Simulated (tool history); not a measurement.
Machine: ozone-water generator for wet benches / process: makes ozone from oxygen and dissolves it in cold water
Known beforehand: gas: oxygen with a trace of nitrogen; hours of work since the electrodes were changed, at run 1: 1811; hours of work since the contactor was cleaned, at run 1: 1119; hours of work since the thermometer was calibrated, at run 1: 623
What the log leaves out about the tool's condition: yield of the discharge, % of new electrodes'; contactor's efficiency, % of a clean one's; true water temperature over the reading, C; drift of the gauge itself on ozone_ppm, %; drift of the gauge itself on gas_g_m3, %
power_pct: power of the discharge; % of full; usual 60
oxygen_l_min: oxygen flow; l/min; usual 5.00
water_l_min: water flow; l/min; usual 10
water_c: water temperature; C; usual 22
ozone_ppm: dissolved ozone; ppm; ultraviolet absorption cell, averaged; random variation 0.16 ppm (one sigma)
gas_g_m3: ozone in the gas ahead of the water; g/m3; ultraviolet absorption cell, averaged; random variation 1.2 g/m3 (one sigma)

| run | hour | power_pct | oxygen_l_min | water_l_min | water_c | hours of work since the electrodes were changed | hours of work since the contactor was cleaned | hours of work since the thermometer was calibrated | ozone_ppm | gas_g_m3 |
|---|---|---|---|---|---|---|---|---|---|---|
| 1 | 0.0 | 60 | 5.00 | 10 | 22 | 1811 | 1119 | 623 | 21.1 | 213.0 |
| 2 | 81.2 | 60 | 5.00 | 10 | 22 | 1873 | 1181 | 685 | 21.1 | 212.0 |
| 3 | 125.1 | 60 | 5.00 | 10 | 22 | 1907 | 1215 | 718 | 21.0 | 213.8 |
| 4 | 166.7 | 60 | 5.00 | 10 | 22 | 1939 | 1247 | 750 | 20.9 | 211.7 |
| 5 | 232.9 | 60 | 5.00 | 12 | 22 | 1990 | 1297 | 801 | 18.4 | 212.4 |
| 6 | 295.0 | 60 | 5.00 | 8 | 22 | 2037 | 1345 | 849 | 24.1 | 212.7 |
| 7 | 371.3 | 60 | 7.94 | 10 | 22 | 2096 | 1404 | 907 | 17.5 | 154.8 |
| 8 | 427.7 | 60 | 7.94 | 10 | 22 | 2139 | 1447 | 950 | 18.0 | 154.0 |
| 9 | 502.9 | 60 | 5.00 | 10 | 22 | 2197 | 1504 | 1008 | 20.6 | 211.9 |
| 10 | 573.0 | 60 | 5.00 | 10 | 22 | 2250 | 1558 | 1062 | 20.4 | 211.7 |
| 11 | 641.3 | 60 | 5.00 | 10 | 22 | 2303 | 1610 | 1114 | 21.0 | 212.5 |
| 12 | 692.8 | 60 | 5.00 | 10 | 22 | 2342 | 1650 | 1154 | 20.5 | 211.1 |
| 13 | 774.0 | 83 | 5.00 | 10 | 22 | 2404 | 1712 | 1216 | 24.6 | 248.9 |
| 14 | 855.3 | 83 | 5.00 | 10 | 22 | 2467 | 1775 | 1278 | 24.3 | 247.6 |
| 15 | 919.9 | 60 | 5.00 | 10 | 22 | 2516 | 1824 | 1328 | 20.6 | 212.5 |
| 16 | 966.4 | 60 | 5.00 | 10 | 22 | 2552 | 1860 | 1363 | 20.4 | 209.1 |
| 17 | 1042.5 | 60 | 4.52 | 10 | 22 | 2610 | 1918 | 1422 | 21.4 | 221.4 |

What will run 18 give?
| 18 | 1090.6 | 60 | 4.52 | 10 | 22 | 2647 | 1955 | 1459 | ? | ? |

{"run 18": {"ozone_ppm": 21.3, "gas_g_m3": 226.9}}
With no hidden state in the tool, this same run would have given ozone_ppm 22.2 ppm, gas_g_m3 233.2 g/m3.
